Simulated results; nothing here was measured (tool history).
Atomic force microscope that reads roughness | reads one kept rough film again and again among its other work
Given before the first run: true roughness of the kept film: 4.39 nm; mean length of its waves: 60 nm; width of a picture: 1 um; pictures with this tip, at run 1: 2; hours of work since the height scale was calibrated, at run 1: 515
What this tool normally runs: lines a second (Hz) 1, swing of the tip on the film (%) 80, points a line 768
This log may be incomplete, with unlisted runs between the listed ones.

run   hour  lines a second (Hz)  swing of the tip on the film (%)  points a line  pictures with this tip  hours of work since the height scale was calibrated  roughness of the kept film (nm (root mean square))
  1      0                    1                                80            768                       2                                                  515                                               3.972
  2   46.1                    1                                80            768                      83                                                  542                                               3.938
  3   84.7                    1                                80            768                     150                                                  565                                               3.915
  4  116.5                    1                                80            768                     206                                                  583                                               3.864
  5  139.2                    1                                80            768                     246                                                  597                                               3.851
     143.7  -- height scale calibrated on a step standard
     169.3  -- new tip fitted
  6  180.7                    1                                80            768                      20                                                   21                                               3.937
  7  220.9                    1                                61            768                      91                                                   45                                               4.083
  8  255.7                    1                                73            605                     152                                                   65                                               3.953
  9  292.7                    1                                73            605                     216                                                   86                                               3.915
 10  317.4                 1.08                                80            972                     260                                                  101                                               3.831
     340.9  -- new tip fitted
 11  349.1                 1.26                                84            947                      14                                                  119                                               3.808
 12  397.2                 1.26                                78            362                      99                                                  147                                               3.868
     401.2  -- height scale calibrated on a step standard, once more
 13  442.1                    1                                76            542                     176                                                   24                                               3.996
 14  482.2                 1.65                                80            491                     246                                                   47                                               3.757

Predict each of these 4 candidate next runs independently; none follows another, all start after run 14:
  A  507.5                 1.65                                80            559                     290                                                   62                                                   ?
  B  507.5                 1.66                                88            595                     290                                                   62                                                   ?
  C  507.5                 1.65                                72            768                     290                                                   62                                                   ?
  D  507.5                  0.7                                80            342                     290                                                   62                                                   ?

run  roughness of the kept film (nm (root mean square))
  A                                                3.73
  B                                               3.516
  C                                               3.859
  D                                               3.955
What these runs would have given with no unlogged condition in the tool:
run  roughness of the kept film (nm (root mean square))
  A                                               3.848
  B                                               3.627
  C                                                3.98
  D                                               4.079
